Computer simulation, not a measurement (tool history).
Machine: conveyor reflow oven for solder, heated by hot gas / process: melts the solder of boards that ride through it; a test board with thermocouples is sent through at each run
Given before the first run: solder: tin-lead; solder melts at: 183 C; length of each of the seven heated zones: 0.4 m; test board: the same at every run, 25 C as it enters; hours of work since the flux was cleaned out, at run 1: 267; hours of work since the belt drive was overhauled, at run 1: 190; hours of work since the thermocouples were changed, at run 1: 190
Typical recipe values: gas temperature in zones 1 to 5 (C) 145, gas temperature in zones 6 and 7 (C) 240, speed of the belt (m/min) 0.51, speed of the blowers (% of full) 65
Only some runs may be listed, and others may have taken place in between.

run,hour,gas temperature in zones 1 to 5 (C),gas temperature in zones 6 and 7 (C),speed of the belt (m/min),speed of the blowers (% of full),hours of work since the flux was cleaned out,hours of work since the belt drive was overhauled,hours of work since the thermocouples were changed,highest temperature of the board (C),time above the solder's melting point (s)
1,0,145,240,0.51,65,267,190,190,222.2,77.3
2,42.5,147,240,0.51,65,292,215,215,221.8,78.9
# hour 107.1: flux residue cleaned out of gas plates and filters
3,146.1,147,240,0.51,65,23,273,273,224.6,81.7
4,219.6,147,240,0.51,65,66,316,316,223.4,81.8
5,266.5,150,240,0.51,65,94,344,344,224.5,83.2
6,321.8,145,251,0.574,65,127,377,377,228.4,73.7
7,394.2,145,240,0.446,51,169,419,419,223.7,91.2
8,438.2,141,242,0.51,65,195,445,445,223.1,77.6
9,534.5,141,232,0.515,54,252,502,502,212.6,65.9
10,587.9,156,249,0.447,86,283,533,533,238.3,107.6

Some steps in highest temperature of the board (C) between neighbouring runs. How much of each would the tool show without its hidden state too (settings, what came in, random variation), and how much is left for the hidden state, with any gauge scatter that isn't in both results?
Hidden state present: heat that the gas passes to the board, % of a clean oven's; belt's true speed, % of the reading; true gas temperature in zones 6 and 7 over the reading, C; drift of the gauge itself on peak_c, C; drift of the gauge itself on liquid_s, %.
Run 2 -> 3: flux residue cleaned out of gas plates and filters. highest temperature of the board (C) +2.8: hidden state +2.2, all else +0.6.
Run 9 -> 10: gas temperature in zones 1 to 5 (C) 141 -> 156, gas temperature in zones 6 and 7 (C) 232 -> 249, speed of the belt (m/min) 0.515 -> 0.447, speed of the blowers (% of full) 54 -> 86. highest temperature of the board (C) +25.7: hidden state -0.3, all else +26.

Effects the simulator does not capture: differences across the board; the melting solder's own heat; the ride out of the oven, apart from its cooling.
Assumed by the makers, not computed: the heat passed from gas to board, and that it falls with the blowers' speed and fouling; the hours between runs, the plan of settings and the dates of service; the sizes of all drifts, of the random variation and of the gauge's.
